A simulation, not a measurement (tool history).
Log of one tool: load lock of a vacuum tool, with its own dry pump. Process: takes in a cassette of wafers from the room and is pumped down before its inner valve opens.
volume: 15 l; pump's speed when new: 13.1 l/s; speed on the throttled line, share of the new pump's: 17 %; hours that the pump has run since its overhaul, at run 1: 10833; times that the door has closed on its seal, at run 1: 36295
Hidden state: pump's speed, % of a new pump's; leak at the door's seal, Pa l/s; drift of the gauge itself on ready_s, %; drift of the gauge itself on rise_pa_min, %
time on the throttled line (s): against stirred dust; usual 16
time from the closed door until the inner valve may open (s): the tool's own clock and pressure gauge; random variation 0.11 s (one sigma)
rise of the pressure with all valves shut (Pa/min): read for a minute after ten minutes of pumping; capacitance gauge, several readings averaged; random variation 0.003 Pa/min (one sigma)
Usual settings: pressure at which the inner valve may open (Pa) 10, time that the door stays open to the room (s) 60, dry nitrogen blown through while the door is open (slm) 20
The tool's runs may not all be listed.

run	hour	time on the throttled line (s)	pressure at which the inner valve may open (Pa)	time that the door stays open to the room (s)	dry nitrogen blown through while the door is open (slm)	hours that the pump has run since its overhaul	times that the door has closed on its seal	incoming humidity of the room's air, %	time from the closed door until the inner valve may open (s)	rise of the pressure with all valves shut (Pa/min)
1	0	16	10	60	20	10833	36295	41.2	24.7	0.183
2	148.2	16	10	60	20	10981	36977	47.4	24.6	0.193
3	311	16	10	60	20	11144	37726	43.1	24.7	0.192
4	518.6	16	10	60	20	11351	38682	43.7	24.5	0.202
5	715.6	16	10	60	20	11548	39589	43.3	24.7	0.208
6	811.4	16	10	60	9	11644	40030	45	24.7	0.223
7	1027.9	16	15	60	20	11861	41026	46.9	24.3	0.223
8	1221.1	19	15	60	20	12054	41916	47.2	26.6	0.221
9	1419.9	19	15	60	20	12253	42831	48.1	26.5	0.23
10	1520.6	16	10	96	20	12353	43294	44.9	24.7	0.237
11	1626.9	16	10	96	20	12460	43784	44.2	24.8	0.241
12	1766.8	14	10	60	20	12600	44428	45.8	23.4	0.241
13	1874.1	14	10	60	20	12707	44922	48.9	23.2	0.246
14	2032.9	14	9	60	20	12866	45653	43	23.5	0.253
15	2245.1	16	10	60	20	13078	46629	46.7	24.8	0.257
16	2373.6	16	10	60	38	13206	47221	43.6	25.2	0.249
17	2526.8	16	10	60	38	13359	47926	46.9	24.7	0.26
18	2758.8	16	10	60	38	13592	48994	44.2	24.9	0.262
19	2872	22	10	35	20	13705	49515	43.9	29.9	0.269
20	3048.5	22	10	35	20	13881	50328	46.3	29.8	0.281
21	3252.6	22	10	35	20	14085	51267	42.2	29.7	0.283

Forecast run 22:
22	3483.5	22	19	95	20	14316	52330	46.5	?	?

Run 22 gave time from the closed door until the inner valve may open (s) 28.9, rise of the pressure with all valves shut (Pa/min) 0.303.
Without the tool's hidden state the same run would have given time from the closed door until the inner valve may open (s) 28.1, rise of the pressure with all valves shut (Pa/min) 0.043.
